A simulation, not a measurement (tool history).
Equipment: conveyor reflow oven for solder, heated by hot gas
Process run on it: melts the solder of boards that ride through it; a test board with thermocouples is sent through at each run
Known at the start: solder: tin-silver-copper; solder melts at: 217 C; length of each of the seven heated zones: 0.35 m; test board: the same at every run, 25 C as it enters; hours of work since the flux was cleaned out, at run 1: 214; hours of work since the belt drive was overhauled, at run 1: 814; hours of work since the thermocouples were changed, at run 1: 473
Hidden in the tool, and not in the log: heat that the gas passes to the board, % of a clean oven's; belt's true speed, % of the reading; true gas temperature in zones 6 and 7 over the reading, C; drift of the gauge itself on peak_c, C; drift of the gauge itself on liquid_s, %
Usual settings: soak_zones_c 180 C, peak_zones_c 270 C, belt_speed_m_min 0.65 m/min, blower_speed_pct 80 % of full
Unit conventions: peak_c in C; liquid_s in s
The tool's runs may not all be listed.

| run | day | soak_zones_c | peak_zones_c | belt_speed_m_min | blower_speed_pct | hours of work since the flux was cleaned out | hours of work since the belt drive was overhauled | hours of work since the thermocouples were changed | peak_c | liquid_s |
|---|---|---|---|---|---|---|---|---|---|---|
| 1 | 0 | 180 | 270 | 0.65 | 80 | 214 | 814 | 473 | 260.1 | 56.49 |
|  | 1.25 | belt drive overhauled, speed set with a stopwatch |
| 2 | 1.775 | 180 | 270 | 0.65 | 80 | 240 | 9 | 499 | 259.51 | 54.96 |
| 3 | 4.062 | 180 | 270 | 0.65 | 80 | 277 | 46 | 537 | 259.26 | 54.95 |
| 4 | 6.208 | 180 | 270 | 0.65 | 80 | 312 | 81 | 572 | 259.14 | 54.98 |
| 5 | 8.65 | 180 | 270 | 0.65 | 80 | 352 | 121 | 612 | 259.03 | 54.9 |
| 6 | 11.333 | 180 | 270 | 0.65 | 89 | 396 | 165 | 656 | 259.65 | 55.27 |
|  | 13.525 | flux residue cleaned out of gas plates and filters |
| 7 | 13.679 | 171 | 270 | 0.65 | 80 | 3 | 200 | 691 | 259.74 | 53.05 |
| 8 | 15.667 | 171 | 270 | 0.708 | 80 | 35 | 232 | 723 | 257.13 | 47.14 |
| 9 | 17.146 | 171 | 270 | 0.708 | 80 | 59 | 256 | 747 | 257.08 | 47.1 |
| 10 | 19.692 | 171 | 270 | 0.708 | 80 | 101 | 298 | 789 | 257.14 | 46.99 |
| 11 | 21.646 | 181 | 270 | 0.708 | 64 | 133 | 330 | 821 | 256.17 | 49.06 |
| 12 | 23.146 | 174 | 260 | 0.567 | 54 | 157 | 354 | 845 | 250.48 | 56.64 |
| 13 | 25.533 | 174 | 260 | 0.567 | 54 | 196 | 393 | 884 | 250.45 | 56.61 |
| 14 | 27.65 | 174 | 260 | 0.567 | 54 | 231 | 428 | 919 | 250.45 | 56.69 |
| 15 | 30.108 | 181 | 276 | 0.768 | 74 | 271 | 468 | 959 | 259.93 | 46.75 |

Some steps in peak_c between neighbouring runs. How much of each would the tool show without its hidden state too (settings, what came in, random variation), and how much is left for the hidden state, with any gauge scatter that isn't in both results?
Run 6 -> 7: soak_zones_c 180 -> 171, blower_speed_pct 89 -> 80, flux residue cleaned out of gas plates and filters. peak_c +0.09 C: hidden state +1.92, all else -1.83.
Run 14 -> 15: soak_zones_c 174 -> 181, peak_zones_c 260 -> 276, belt_speed_m_min 0.567 -> 0.768, blower_speed_pct 54 -> 74. peak_c +9.48 C: hidden state -0.67, all else +10.15.

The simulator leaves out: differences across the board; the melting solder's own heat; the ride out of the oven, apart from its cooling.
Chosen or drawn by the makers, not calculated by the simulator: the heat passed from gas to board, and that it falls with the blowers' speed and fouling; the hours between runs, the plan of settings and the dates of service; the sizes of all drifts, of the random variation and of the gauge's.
